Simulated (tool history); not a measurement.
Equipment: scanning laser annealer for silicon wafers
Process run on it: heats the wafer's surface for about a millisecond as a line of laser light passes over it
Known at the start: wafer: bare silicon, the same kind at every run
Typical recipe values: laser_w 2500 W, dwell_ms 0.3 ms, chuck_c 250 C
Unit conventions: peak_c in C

{"run": 1, "hour": 0.0, "laser_w": 2500, "dwell_ms": 0.3, "chuck_c": 250, "peak_c": 1013}
{"run": 2, "hour": 10.9, "laser_w": 2500, "dwell_ms": 0.3, "chuck_c": 250, "peak_c": 1012}
{"run": 3, "hour": 21.6, "laser_w": 2500, "dwell_ms": 0.3, "chuck_c": 250, "peak_c": 1012}
{"run": 4, "hour": 30.4, "laser_w": 2500, "dwell_ms": 0.3, "chuck_c": 250, "peak_c": 1010}
{"run": 5, "hour": 40.4, "laser_w": 2500, "dwell_ms": 0.3, "chuck_c": 245, "peak_c": 1005}
{"run": 6, "hour": 48.8, "laser_w": 2629, "dwell_ms": 0.3, "chuck_c": 245, "peak_c": 1049}
{"run": 7, "hour": 56.4, "laser_w": 2629, "dwell_ms": 0.3, "chuck_c": 245, "peak_c": 1047}
{"run": 8, "hour": 63.4, "laser_w": 2629, "dwell_ms": 0.3, "chuck_c": 245, "peak_c": 1047}
{"run": 9, "hour": 74.0, "laser_w": 2629, "dwell_ms": 0.3, "chuck_c": 245, "peak_c": 1045}
{"run": 10, "hour": 79.4, "laser_w": 2500, "dwell_ms": 0.3, "chuck_c": 269, "peak_c": 1030}
{"run": 11, "hour": 87.2, "laser_w": 2500, "dwell_ms": 0.314, "chuck_c": 259, "peak_c": 1038}
{"run": 12, "hour": 98.1, "laser_w": 2500, "dwell_ms": 0.314, "chuck_c": 259, "peak_c": 1036}
{"run": 13, "hour": 103.5, "laser_w": 2500, "dwell_ms": 0.3, "chuck_c": 260, "peak_c": 1021}
{"run": 14, "hour": 108.4, "laser_w": 2500, "dwell_ms": 0.3, "chuck_c": 260, "peak_c": 1019}
{"run": 15, "hour": 119.2, "laser_w": 2500, "dwell_ms": 0.255, "chuck_c": 266, "peak_c": 964}
{"run": 16, "hour": 129.4, "laser_w": 2500, "dwell_ms": 0.255, "chuck_c": 266, "peak_c": 961}
{"run": 17, "hour": 136.7, "laser_w": 2500, "dwell_ms": 0.255, "chuck_c": 266, "peak_c": 964}
{"run": 18, "hour": 142.4, "laser_w": 2500, "dwell_ms": 0.255, "chuck_c": 266, "peak_c": 961}
{"run": 19, "hour": 151.5, "laser_w": 2389, "dwell_ms": 0.237, "chuck_c": 234, "peak_c": 875}

What if the next run were any one of these 4? Each begins from the tool's condition after run 19:
{"run": "A", "hour": 158.0, "laser_w": 2389, "dwell_ms": 0.237, "chuck_c": 228, "peak_c": "?"}
{"run": "B", "hour": 158.0, "laser_w": 2500, "dwell_ms": 0.24, "chuck_c": 263, "peak_c": "?"}
{"run": "C", "hour": 158.0, "laser_w": 2703, "dwell_ms": 0.237, "chuck_c": 259, "peak_c": "?"}
{"run": "D", "hour": 158.0, "laser_w": 2500, "dwell_ms": 0.297, "chuck_c": 238, "peak_c": "?"}

run=A peak_c=869
run=B peak_c=940
run=C peak_c=985
run=D peak_c=993
What these runs would have given with no unlogged condition in the tool:
run=A peak_c=881
run=B peak_c=953
run=C peak_c=999
run=D peak_c=1008

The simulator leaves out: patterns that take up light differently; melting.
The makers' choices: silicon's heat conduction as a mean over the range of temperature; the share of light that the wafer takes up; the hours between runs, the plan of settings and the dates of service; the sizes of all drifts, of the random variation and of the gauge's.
